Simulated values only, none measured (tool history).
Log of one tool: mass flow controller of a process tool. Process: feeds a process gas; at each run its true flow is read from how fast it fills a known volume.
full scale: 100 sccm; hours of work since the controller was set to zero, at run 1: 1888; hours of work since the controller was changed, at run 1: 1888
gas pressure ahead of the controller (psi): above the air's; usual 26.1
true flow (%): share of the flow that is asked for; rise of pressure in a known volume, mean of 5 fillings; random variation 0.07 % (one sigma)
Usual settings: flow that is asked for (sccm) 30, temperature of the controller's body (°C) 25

run	day	flow that is asked for (sccm)	gas pressure ahead of the controller (psi)	temperature of the controller's body (°C)	hours of work since the controller was set to zero	hours of work since the controller was changed	true flow (%)
1	0	30	26.1	25	1888	1888	97.86
2	2.883	30	24.4	25	1930	1930	97.72
3	6.921	30	24.4	25	1988	1988	97.7
4	8.688	30	24.4	25	2013	2013	97.66
5	11.738	30	24.4	25	2057	2057	97.51
6	15.262	30	24.4	25	2108	2108	97.33
7	17.4	30	24.4	25	2139	2139	97.36
8	21.258	30	24.4	25	2194	2194	97.18

Run 9 comes next. What will it give?
9	24.371	30	31.2	39	2239	2239	?

{"run 9": {"true flow (%)": 96.07}}
Without the tool's hidden state the same run would have given true flow (%) 96.66.
